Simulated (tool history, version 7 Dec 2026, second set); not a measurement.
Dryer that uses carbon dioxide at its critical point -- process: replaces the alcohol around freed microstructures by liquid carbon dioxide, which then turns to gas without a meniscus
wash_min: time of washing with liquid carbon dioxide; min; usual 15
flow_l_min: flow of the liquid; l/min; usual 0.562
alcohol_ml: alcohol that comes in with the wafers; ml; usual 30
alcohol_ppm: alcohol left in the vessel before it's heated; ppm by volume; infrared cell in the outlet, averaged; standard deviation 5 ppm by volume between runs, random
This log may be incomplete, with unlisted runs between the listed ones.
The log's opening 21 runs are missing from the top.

| run | hour | wash_min | flow_l_min | alcohol_ml | alcohol_ppm |
|---|---|---|---|---|---|
| 22 | 988.3 | 11 | 0.562 | 30 | 256 |
| 23 | 1045.2 | 11 | 0.562 | 30 | 284 |
| 24 | 1110.7 | 11 | 0.562 | 30 | 325 |
| 25 | 1174.2 | 19 | 0.381 | 54 | 309 |
| 26 | 1231.3 | 19 | 0.381 | 54 | 345 |
|  | 1251.8 | inlet filter changed |
| 27 | 1272.6 | 19 | 0.381 | 54 | 221 |
| 28 | 1318.7 | 20 | 0.584 | 57 | 150 |
| 29 | 1352.3 | 20 | 0.584 | 57 | 160 |
| 30 | 1392.8 | 20 | 0.584 | 57 | 183 |
| 31 | 1445.1 | 20 | 0.584 | 57 | 180 |
|  | 1468.5 | purifier's bed changed |
| 32 | 1510.3 | 9 | 0.502 | 112 | 2857 |
| 33 | 1537.9 | 16 | 0.388 | 107 | 709 |
| 34 | 1580.2 | 17 | 0.388 | 107 | 634 |
| 35 | 1609.3 | 17 | 0.388 | 107 | 670 |
|  | 1620.9 | inlet filter changed |
| 36 | 1641.1 | 24 | 0.867 | 30 | 22 |
| 37 | 1696.2 | 15 | 0.590 | 43 | 44 |
| 38 | 1723.9 | 15 | 0.590 | 43 | 50 |
| 39 | 1787.1 | 15 | 0.590 | 43 | 62 |
| 40 | 1846.5 | 16 | 0.562 | 57 | 81 |
| 41 | 1899.4 | 15 | 0.391 | 48 | 494 |
| 42 | 1959.3 | 15 | 0.391 | 48 | 588 |
|  | 1986.4 | inlet filter changed |
| 43 | 2005.0 | 15 | 0.828 | 34 | 71 |
| 44 | 2052.2 | 15 | 0.444 | 80 | 277 |
| 45 | 2103.5 | 11 | 0.908 | 30 | 90 |
| 46 | 2148.4 | 11 | 0.908 | 67 | 108 |

Forecast each of these 5 alternatives for the next run:
| A | 2188.1 | 21 | 0.552 | 30 | ? |
| B | 2188.1 | 16 | 0.908 | 67 | ? |
| C | 2188.1 | 15 | 0.562 | 72 | ? |
| D | 2188.1 | 21 | 0.424 | 48 | ? |
| E | 2188.1 | 20 | 0.438 | 59 | ? |

| run | alcohol_ppm |
|---|---|
| A | 85 |
| B | 85 |
| C | 153 |
| D | 115 |
| E | 123 |
With the hidden condition removed and each run's random variation left untouched, the same runs would have given:
| run | alcohol_ppm |
|---|---|
| A | 2 |
| B | 0 |
| C | 31 |
| D | 14 |
| E | 18 |
